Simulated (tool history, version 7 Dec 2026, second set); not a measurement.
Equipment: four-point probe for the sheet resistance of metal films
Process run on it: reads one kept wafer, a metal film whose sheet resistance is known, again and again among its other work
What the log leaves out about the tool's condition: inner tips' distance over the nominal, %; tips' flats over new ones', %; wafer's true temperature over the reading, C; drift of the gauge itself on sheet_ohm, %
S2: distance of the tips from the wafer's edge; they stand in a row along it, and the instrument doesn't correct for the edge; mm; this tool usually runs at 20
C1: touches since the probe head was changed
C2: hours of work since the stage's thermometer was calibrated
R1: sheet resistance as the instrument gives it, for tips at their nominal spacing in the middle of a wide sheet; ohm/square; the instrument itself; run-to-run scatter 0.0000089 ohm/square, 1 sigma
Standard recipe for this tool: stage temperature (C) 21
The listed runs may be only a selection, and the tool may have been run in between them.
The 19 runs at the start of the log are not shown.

Run 20, hour 594.4: usual settings but S2 12 mm; C1 10638; C2 102. Result: R1 0.044715 ohm/square.
Run 21, hour 610.6: usual settings but stage temperature (C) 27, S2 3 mm; C1 11109; C2 114. Result: R1 0.045660 ohm/square.
Run 22, hour 628.2: usual settings but stage temperature (C) 27, S2 3 mm; C1 11624; C2 128. Result: R1 0.045674 ohm/square.
Run 23, hour 650.8: usual settings but stage temperature (C) 33, S2 25 mm; C1 12283; C2 145. Result: R1 0.044605 ohm/square.
Run 24, hour 679.5: usual settings but stage temperature (C) 33, S2 25 mm; C1 13119; C2 166. Result: R1 0.044577 ohm/square.
Run 25, hour 717.1: usual settings but stage temperature (C) 33, S2 25 mm; C1 14216; C2 195. Result: R1 0.044613 ohm/square.
Run 26, hour 754.7: usual settings but stage temperature (C) 25; C1 15315; C2 223. Result: R1 0.044683 ohm/square.
Run 27, hour 777.1: usual settings but stage temperature (C) 27, S2 22 mm; C1 15970; C2 240. Result: R1 0.044681 ohm/square.
Run 28, hour 814.0: usual settings but stage temperature (C) 25, S2 10 mm; C1 17044; C2 268. Result: R1 0.044775 ohm/square.
Run 29, hour 851.3: usual settings but stage temperature (C) 20, S2 4 mm; C1 18132; C2 296. Result: R1 0.045337 ohm/square.
Run 30, hour 889.4: usual settings but stage temperature (C) 33, S2 66 mm; C1 19245; C2 325. Result: R1 0.044650 ohm/square.
Run 31, hour 912.0: usual settings but S2 39 mm; C1 19905; C2 342. Result: R1 0.044771 ohm/square.
Run 32, hour 944.0: usual settings but stage temperature (C) 23, S2 4 mm; C1 20837; C2 366. Result: R1 0.045353 ohm/square.

Run 33 is up next; what results do you expect?
Run 33, hour 969.0: usual settings but stage temperature (C) 23, S2 4 mm; C1 21568; C2 385. Result: R1 ?.

R1: 0.045354 ohm/square
Had the tool carried no hidden state, the very same run would have given R1 0.045096 ohm/square.

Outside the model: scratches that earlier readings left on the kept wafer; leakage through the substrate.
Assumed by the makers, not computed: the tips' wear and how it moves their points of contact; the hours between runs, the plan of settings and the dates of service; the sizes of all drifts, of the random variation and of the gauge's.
